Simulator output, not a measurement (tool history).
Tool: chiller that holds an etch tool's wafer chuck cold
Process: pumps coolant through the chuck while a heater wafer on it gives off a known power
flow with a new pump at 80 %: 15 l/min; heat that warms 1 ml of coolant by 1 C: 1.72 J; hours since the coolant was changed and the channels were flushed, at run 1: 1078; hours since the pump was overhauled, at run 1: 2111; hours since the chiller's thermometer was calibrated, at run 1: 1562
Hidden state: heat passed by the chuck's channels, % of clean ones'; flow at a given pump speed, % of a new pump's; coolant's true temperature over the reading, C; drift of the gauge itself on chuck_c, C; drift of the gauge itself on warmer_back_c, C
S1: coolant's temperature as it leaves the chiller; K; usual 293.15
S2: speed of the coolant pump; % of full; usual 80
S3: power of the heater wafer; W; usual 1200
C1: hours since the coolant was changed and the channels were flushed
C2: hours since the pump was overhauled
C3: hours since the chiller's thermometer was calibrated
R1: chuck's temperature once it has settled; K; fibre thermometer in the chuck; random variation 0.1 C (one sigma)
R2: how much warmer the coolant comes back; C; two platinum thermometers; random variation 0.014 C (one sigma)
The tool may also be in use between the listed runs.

| run | hour | S1 | S2 | S3 | C1 | C2 | C3 | R1 | R2 |
|---|---|---|---|---|---|---|---|---|---|
| 1 | 0.0 | 293.15 | 80 | 1200 | 1078 | 2111 | 1562 | 300.85 | 2.81 |
| 2 | 97.5 | 293.15 | 90 | 1200 | 1176 | 2209 | 1659 | 300.05 | 2.46 |
| 3 | 190.8 | 293.15 | 90 | 1200 | 1269 | 2302 | 1752 | 300.25 | 2.44 |
| 4 | 304.9 | 293.15 | 90 | 1200 | 1383 | 2416 | 1867 | 300.25 | 2.42 |
| 5 | 382.9 | 293.15 | 90 | 1200 | 1461 | 2494 | 1945 | 300.35 | 2.41 |
| 6 | 433.5 | 293.15 | 80 | 1200 | 1512 | 2545 | 1995 | 300.95 | 2.77 |

The next listed run, before its measurement:
| 7 | 486.9 | 293.15 | 80 | 1200 | 1565 | 2598 | 2049 | ? | ? |

R1: 300.75 K
R2: 2.72 C
Without the tool's hidden state the same run would have given R1 300.65 K, R2 2.77 C.
